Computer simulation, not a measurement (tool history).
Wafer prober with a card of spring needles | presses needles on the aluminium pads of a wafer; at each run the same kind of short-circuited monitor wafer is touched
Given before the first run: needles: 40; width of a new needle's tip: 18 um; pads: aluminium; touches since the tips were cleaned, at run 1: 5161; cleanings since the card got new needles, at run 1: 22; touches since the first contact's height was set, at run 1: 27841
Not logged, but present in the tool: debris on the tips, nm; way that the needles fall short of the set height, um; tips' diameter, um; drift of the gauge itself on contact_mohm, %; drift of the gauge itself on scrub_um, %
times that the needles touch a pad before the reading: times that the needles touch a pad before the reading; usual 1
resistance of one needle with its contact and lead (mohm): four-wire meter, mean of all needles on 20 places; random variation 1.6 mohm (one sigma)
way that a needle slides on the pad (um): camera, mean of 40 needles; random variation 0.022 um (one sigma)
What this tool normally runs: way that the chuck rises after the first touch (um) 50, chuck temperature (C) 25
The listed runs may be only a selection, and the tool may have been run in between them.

run,hour,way that the chuck rises after the first touch (um),chuck temperature (C),times that the needles touch a pad before the reading,touches since the tips were cleaned,cleanings since the card got new needles,touches since the first contact's height was set,resistance of one needle with its contact and lead (mohm),way that a needle slides on the pad (um)
1,0.0,50,25,1,5161,22,27841,160,8.79
# hour 3.5: tips cleaned on abrasive film
# hour 15.3: tips cleaned on abrasive film
2,15.3,50,25,1,0,24,37612,155,8.78
# hour 26.5: tips cleaned on abrasive film
3,32.9,50,25,1,4177,25,48993,157,8.77
# hour 38.2: tips cleaned on abrasive film
# hour 50.5: tips cleaned on abrasive film
4,52.6,50,57,1,1327,27,61622,160,8.72
# hour 62.3: tips cleaned on abrasive film
5,70.1,50,25,1,5100,28,72931,155,8.70
# hour 73.8: tips cleaned on abrasive film
6,79.9,50,25,1,3947,29,79189,159,8.68
# hour 85.2: tips cleaned on abrasive film
7,93.3,50,25,1,5300,30,87854,154,8.71
# hour 97.5: tips cleaned on abrasive film
# hour 109.5: tips cleaned on abrasive film
8,112.2,50,25,1,1700,32,99928,156,8.71

Run 9 is up next; what results do you expect?
# hour 121.2: tips cleaned on abrasive film
# hour 132.3: tips cleaned on abrasive film
9,132.7,47,67,1,290,34,113127,?,?

resistance of one needle with its contact and lead (mohm): 168
way that a needle slides on the pad (um): 8.14
Without the tool's hidden state the same run would have given resistance of one needle with its contact and lead (mohm) 168, way that a needle slides on the pad (um) 8.24.
